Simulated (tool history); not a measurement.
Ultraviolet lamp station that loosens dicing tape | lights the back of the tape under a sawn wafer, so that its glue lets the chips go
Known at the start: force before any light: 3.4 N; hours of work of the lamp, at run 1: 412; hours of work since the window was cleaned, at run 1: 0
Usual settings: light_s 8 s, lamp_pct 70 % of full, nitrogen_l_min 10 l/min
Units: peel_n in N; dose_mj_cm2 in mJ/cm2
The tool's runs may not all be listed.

run,hour,light_s,lamp_pct,nitrogen_l_min,hours of work of the lamp,hours of work since the window was cleaned,peel_n,dose_mj_cm2
1,0,8,70,10,412,0,0.365,465
2,15,8,70,7,420,9,0.427,459
3,26.1,8,70,7,427,15,0.442,461
4,46.7,8,70,7,439,27,0.436,458
5,55.9,8,70,7,444,32,0.46,453
6,73.5,8,70,7,454,43,0.457,453
7,92.1,8,70,7,465,53,0.452,453
8,110.6,8,70,7,476,64,0.453,448
9,130.2,13,69,6,487,76,0.204,714
10,141.6,13,69,6,494,82,0.217,724
11,151.2,6,66,10,499,88,0.672,316
12,167.4,6,92,10,509,97,0.402,438
13,188.3,10,87,20,521,109,0.132,685
14,205.1,14,63,10,531,119,0.158,697
15,226.6,14,70,5,543,131,0.192,764
16,239.3,14,70,5,550,139,0.195,768

5 ways to go on from here, each from the tool as it stands after run 16. What would each give?
A,257.1,8,70,3,561,149,?,?
B,257.1,15,70,10,561,149,?,?
C,257.1,14,85,10,561,149,?,?
D,257.1,4,70,3,561,149,?,?
E,257.1,6,94,4,561,149,?,?

run,peel_n,dose_mj_cm2
A,0.723,432
B,0.128,816
C,0.116,929
D,1.498,219
E,0.639,435
Without the tool's hidden state the same runs would have given:
run,peel_n,dose_mj_cm2
A,0.569,506
B,0.107,954
C,0.104,1085
D,1.315,256
E,0.496,509
